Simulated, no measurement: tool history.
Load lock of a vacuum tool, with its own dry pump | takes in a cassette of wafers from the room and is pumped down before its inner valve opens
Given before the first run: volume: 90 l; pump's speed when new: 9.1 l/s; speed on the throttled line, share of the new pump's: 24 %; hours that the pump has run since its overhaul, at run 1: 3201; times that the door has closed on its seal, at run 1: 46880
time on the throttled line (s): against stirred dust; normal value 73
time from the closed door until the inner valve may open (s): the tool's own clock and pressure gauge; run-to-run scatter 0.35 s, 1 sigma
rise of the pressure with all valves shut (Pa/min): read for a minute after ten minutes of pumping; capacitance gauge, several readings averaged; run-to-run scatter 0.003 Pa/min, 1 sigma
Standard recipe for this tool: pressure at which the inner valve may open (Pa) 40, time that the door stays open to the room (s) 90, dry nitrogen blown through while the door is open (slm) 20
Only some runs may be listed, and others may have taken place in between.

| run | hour | time on the throttled line (s) | pressure at which the inner valve may open (Pa) | time that the door stays open to the room (s) | dry nitrogen blown through while the door is open (slm) | hours that the pump has run since its overhaul | times that the door has closed on its seal | incoming humidity of the room's air, % | time from the closed door until the inner valve may open (s) | rise of the pressure with all valves shut (Pa/min) |
|---|---|---|---|---|---|---|---|---|---|---|
| 1 | 0 | 73 | 40 | 90 | 20 | 3201 | 46880 | 44.5 | 133.3 | 0.035 |
| 2 | 54 | 73 | 40 | 90 | 16 | 3255 | 47149 | 43.8 | 133.5 | 0.031 |
| 3 | 141.1 | 73 | 40 | 90 | 20 | 3342 | 47583 | 47.7 | 133.4 | 0.03 |
| 4 | 200.7 | 73 | 40 | 90 | 20 | 3401 | 47879 | 44.8 | 133.6 | 0.027 |
| 5 | 266.9 | 73 | 40 | 90 | 20 | 3468 | 48209 | 44.9 | 132.9 | 0.028 |
| 6 | 322.8 | 73 | 40 | 90 | 29 | 3523 | 48487 | 44.9 | 133.6 | 0.028 |
| 7 | 428.7 | 73 | 40 | 90 | 29 | 3629 | 49013 | 45.8 | 132.7 | 0.023 |
| 8 | 489.4 | 49 | 71 | 90 | 29 | 3690 | 49316 | 44 | 109.4 | 0.03 |
| 9 | 585 | 49 | 71 | 90 | 29 | 3786 | 49792 | 42.6 | 109.1 | 0.021 |
| 10 | 628.7 | 89 | 36 | 118 | 20 | 3829 | 50009 | 41.9 | 146.9 | 0.037 |

What does the tool deliver on the next run?
| 11 | 691.6 | 89 | 36 | 118 | 20 | 3892 | 50322 | 44.4 | ? | ? |

{"run 11": {"time from the closed door until the inner valve may open (s)": 146.5, "rise of the pressure with all valves shut (Pa/min)": 0.04}}
On a tool with no hidden condition, and with the same random variation, this run would have come out at time from the closed door until the inner valve may open (s) 146.5, rise of the pressure with all valves shut (Pa/min) 0.038.
